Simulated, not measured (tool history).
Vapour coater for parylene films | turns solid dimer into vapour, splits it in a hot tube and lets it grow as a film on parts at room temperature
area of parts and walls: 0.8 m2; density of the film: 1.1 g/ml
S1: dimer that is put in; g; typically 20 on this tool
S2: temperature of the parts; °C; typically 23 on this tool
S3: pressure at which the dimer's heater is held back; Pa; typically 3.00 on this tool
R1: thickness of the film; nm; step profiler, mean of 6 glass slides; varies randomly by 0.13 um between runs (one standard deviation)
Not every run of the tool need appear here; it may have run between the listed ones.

{"run": 1, "hour": 0.0, "S1": 20, "S2": 23, "S3": 3.0, "R1": 16180}
{"run": 2, "hour": 63.4, "S1": 20, "S2": 23, "S3": 3.0, "R1": 15770}
{"run": 3, "hour": 112.6, "S1": 20, "S2": 23, "S3": 3.0, "R1": 15500}
{"run": 4, "hour": 160.0, "S1": 20, "S2": 23, "S3": 3.0, "R1": 15360}
{"run": 5, "hour": 202.6, "S1": 20, "S2": 23, "S3": 3.0, "R1": 15230}
{"run": 6, "hour": 233.7, "S1": 20, "S2": 18, "S3": 4.52, "R1": 15850}
{"run": 7, "hour": 280.4, "S1": 19, "S2": 26, "S3": 3.0, "R1": 13770}
{"run": 8, "hour": 314.4, "S1": 13, "S2": 25, "S3": 2.35, "R1": 9710}
{"run": 9, "hour": 360.9, "S1": 15, "S2": 25, "S3": 2.35, "R1": 11190}
{"run": 10, "hour": 394.8, "S1": 20, "S2": 34, "S3": 2.75, "R1": 12120}

What if the next run were any one of these 3? Each begins from the tool's condition after run 10:
{"run": "A", "hour": 454.6, "S1": 20, "S2": 34, "S3": 3.73, "R1": "?"}
{"run": "B", "hour": 454.6, "S1": 14, "S2": 32, "S3": 4.63, "R1": "?"}
{"run": "C", "hour": 454.6, "S1": 32, "S2": 25, "S3": 2.75, "R1": "?"}

run=A R1=11370
run=B R1=7860
run=C R1=22830
The same runs, with their run-to-run variation unchanged, on a tool lacking any hidden condition would have given:
run=A R1=12670
run=B R1=8760
run=C R1=25450

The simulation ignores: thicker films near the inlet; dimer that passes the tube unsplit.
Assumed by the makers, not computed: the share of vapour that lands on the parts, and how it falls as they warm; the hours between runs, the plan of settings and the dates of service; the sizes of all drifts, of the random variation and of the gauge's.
